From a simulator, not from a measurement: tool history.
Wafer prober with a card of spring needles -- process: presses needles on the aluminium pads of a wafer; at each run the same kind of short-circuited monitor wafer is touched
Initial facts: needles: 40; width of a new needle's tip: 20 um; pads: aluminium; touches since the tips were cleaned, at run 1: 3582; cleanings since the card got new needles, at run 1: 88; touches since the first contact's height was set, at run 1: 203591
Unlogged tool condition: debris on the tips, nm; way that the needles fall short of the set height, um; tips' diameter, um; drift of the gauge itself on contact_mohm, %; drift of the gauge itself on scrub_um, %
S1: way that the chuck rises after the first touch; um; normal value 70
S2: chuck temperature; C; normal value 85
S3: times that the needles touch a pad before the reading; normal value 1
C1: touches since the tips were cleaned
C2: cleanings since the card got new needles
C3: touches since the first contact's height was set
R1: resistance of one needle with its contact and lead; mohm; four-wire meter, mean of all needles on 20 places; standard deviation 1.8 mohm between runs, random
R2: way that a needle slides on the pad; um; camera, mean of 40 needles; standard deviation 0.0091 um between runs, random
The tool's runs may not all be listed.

run,hour,S1,S2,S3,C1,C2,C3,R1,R2
1,0,70,85,1,3582,88,203591,356,9.978
# hour 7.3: tips cleaned on abrasive film
# hour 20: tips cleaned on abrasive film
2,21.4,70,85,1,812,90,216407,275,9.962
# hour 24.2: height of the first contact set anew
# hour 32.4: tips cleaned on abrasive film
# hour 44.7: tips cleaned on abrasive film
3,51.7,70,85,1,4270,92,16560,390,9.858
# hour 57.2: tips cleaned on abrasive film
4,67.7,70,85,1,6383,93,26165,402,9.849
# hour 70.4: tips cleaned on abrasive film
# hour 83: tips cleaned on abrasive film
# hour 95.7: tips cleaned on abrasive film
5,99.3,70,29,1,2186,96,45081,337,9.852
# hour 108.3: tips cleaned on abrasive film
# hour 120.7: tips cleaned on abrasive film
6,123.2,70,29,1,1495,98,59438,299,9.842
# hour 133.2: tips cleaned on abrasive film
7,136.5,70,29,1,2006,99,67436,309,9.831
# hour 141.5: height of the first contact set anew, once more
# hour 145.9: tips cleaned on abrasive film
# hour 157.2: tips cleaned on abrasive film
8,159,70,29,1,1132,101,10514,272,10.157
# hour 170.2: tips cleaned on abrasive film
# hour 181.4: tips cleaned on abrasive film
9,181.4,70,85,1,0,103,23945,199,10.109
# hour 193.7: tips cleaned on abrasive film
10,197.8,70,85,1,2507,104,33822,341,10.11
# hour 207.5: tips cleaned on abrasive film
# hour 220: tips cleaned on abrasive film
11,222.9,70,85,1,1795,106,48882,307,10.107
# hour 231.9: tips cleaned on abrasive film
12,240.9,57,85,1,5431,107,59691,511,8.22
# hour 244.9: tips cleaned on abrasive film
# hour 258: tips cleaned on abrasive film
# hour 271.2: tips cleaned on abrasive film
13,272.8,57,85,1,969,110,78816,320,8.197
# hour 284: tips cleaned on abrasive film
14,287.8,70,85,3,2283,111,87836,236,10.067
# hour 297.3: tips cleaned on abrasive film
# hour 309.1: tips cleaned on abrasive film
15,312.4,70,85,3,2034,113,102605,243,10.069
# hour 321.1: tips cleaned on abrasive film
16,331.6,81,32,3,6361,114,114155,238,11.652
# hour 333: tips cleaned on abrasive film
# hour 346.5: tips cleaned on abrasive film
17,357,70,26,1,6344,116,129405,414,10.039
# hour 359.3: tips cleaned on abrasive film
# hour 371.5: tips cleaned on abrasive film
# hour 383.6: tips cleaned on abrasive film
18,388.7,67,74,3,3089,119,148405,258,9.59
# hour 395.4: tips cleaned on abrasive film
# hour 406.7: tips cleaned on abrasive film
19,407.4,71,74,3,402,121,159579,206,10.148
# hour 419.2: tips cleaned on abrasive film
# hour 431.8: tips cleaned on abrasive film
20,432.7,73,80,1,547,123,174761,236,10.435
# hour 445: tips cleaned on abrasive film
21,453.2,73,80,1,4993,124,187144,372,10.431
# hour 457.7: tips cleaned on abrasive film
22,468.1,73,80,1,6280,125,196069,390,10.419
# hour 470.2: tips cleaned on abrasive film
# hour 482.6: tips cleaned on abrasive film
23,482.6,73,80,1,0,127,204707,211,10.39
# hour 496: tips cleaned on abrasive film
# hour 505.5: height of the first contact set anew
24,506.6,73,58,2,6198,128,679,305,10.607
# hour 508.4: tips cleaned on abrasive film
# hour 519.7: tips cleaned on abrasive film
25,530.1,73,58,2,6324,130,14810,300,10.58
# hour 532: tips cleaned on abrasive film
# hour 543.7: tips cleaned on abrasive film
26,546.1,73,58,2,1445,132,24358,251,10.549
# hour 555.4: tips cleaned on abrasive film
# hour 567.1: tips cleaned on abrasive film
27,577.8,73,58,2,6470,134,43390,313,10.541
# hour 580.3: tips cleaned on abrasive film
# hour 592.1: tips cleaned on abrasive film
# hour 603.5: tips cleaned on abrasive film
28,603.7,73,58,2,116,137,58878,199,10.557
# hour 615.1: tips cleaned on abrasive film
# hour 626.8: tips cleaned on abrasive film
29,634.4,73,108,3,4576,139,77323,256,10.533

Pick out some run-to-run changes in R1. Of each, how much would a tool without hidden state show as well, from the settings, what came in and chance, and how much is left for the hidden state and any gauge scatter not in both results compared?
Run 11 -> 12: S1 70 -> 57, tips cleaned on abrasive film. R1 +204 mohm: hidden state +196, all else +8.
Run 12 -> 13: tips cleaned on abrasive film, tips cleaned on abrasive film, tips cleaned on abrasive film. R1 -191 mohm: hidden state -188, all else -3.
